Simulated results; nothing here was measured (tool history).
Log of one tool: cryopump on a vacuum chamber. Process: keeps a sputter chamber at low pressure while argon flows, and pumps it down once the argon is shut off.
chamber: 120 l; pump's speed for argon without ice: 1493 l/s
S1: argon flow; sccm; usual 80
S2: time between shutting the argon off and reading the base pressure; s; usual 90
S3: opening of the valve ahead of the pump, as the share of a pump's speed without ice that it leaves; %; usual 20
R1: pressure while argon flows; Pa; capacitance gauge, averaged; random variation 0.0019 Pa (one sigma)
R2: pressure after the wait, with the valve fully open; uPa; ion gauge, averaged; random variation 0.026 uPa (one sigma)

Run 1, hour 0.0: usual settings. Result: R1 0.4534 Pa, R2 2.28 uPa.
Run 2, hour 26.5: usual settings. Result: R1 0.4580 Pa, R2 2.47 uPa.
Run 3, hour 40.4: usual settings. Result: R1 0.4551 Pa, R2 2.42 uPa.
Run 4, hour 57.9: usual settings but S1 47 sccm. Result: R1 0.2696 Pa, R2 2.50 uPa.
Run 5, hour 85.6: usual settings but S1 47 sccm. Result: R1 0.2685 Pa, R2 2.47 uPa.
Run 6, hour 101.5: usual settings but S1 47 sccm. Result: R1 0.2685 Pa, R2 2.50 uPa.
Run 7, hour 131.6: usual settings but S1 47 sccm. Result: R1 0.2714 Pa, R2 2.60 uPa.
Run 8, hour 146.3: usual settings but S2 150 s. Result: R1 0.4578 Pa, R2 2.24 uPa.
Run 9, hour 177.4: usual settings but S2 150 s. Result: R1 0.4583 Pa, R2 2.29 uPa.
Run 10, hour 202.3: usual settings but S3 43 %. Result: R1 0.2153 Pa, R2 2.67 uPa.
Run 11, hour 226.1: usual settings but S3 43 %. Result: R1 0.2147 Pa, R2 2.80 uPa.
Run 12, hour 240.6: usual settings but S3 43 %. Result: R1 0.2145 Pa, R2 2.73 uPa.
Run 13, hour 258.2: usual settings but S3 17 %. Result: R1 0.5363 Pa, R2 2.77 uPa.
Run 14, hour 272.3: usual settings. Result: R1 0.4610 Pa, R2 2.84 uPa.
Run 15, hour 297.7: usual settings. Result: R1 0.4591 Pa, R2 2.80 uPa.
Run 16, hour 323.2: usual settings. Result: R1 0.4612 Pa, R2 2.89 uPa.
Run 17, hour 347.7: usual settings. Result: R1 0.4596 Pa, R2 2.97 uPa.
Run 18, hour 373.9: usual settings. Result: R1 0.4603 Pa, R2 2.97 uPa.
Run 19, hour 389.5: usual settings but S1 97 sccm, S2 272 s, S3 24 %. Result: R1 0.4661 Pa, R2 2.39 uPa.
Run 20, hour 421.2: usual settings but S1 97 sccm, S2 272 s, S3 24 %. Result: R1 0.4669 Pa, R2 2.44 uPa.

Forecast run 21:
Run 21, hour 437.9: usual settings but S1 97 sccm, S2 272 s, S3 24 %. Result: R1 ?, R2 ?.

Run 21 gave R1 0.4661 Pa, R2 2.51 uPa.
Without the tool's hidden state the same run would have given R1 0.4585 Pa, R2 0.50 uPa.
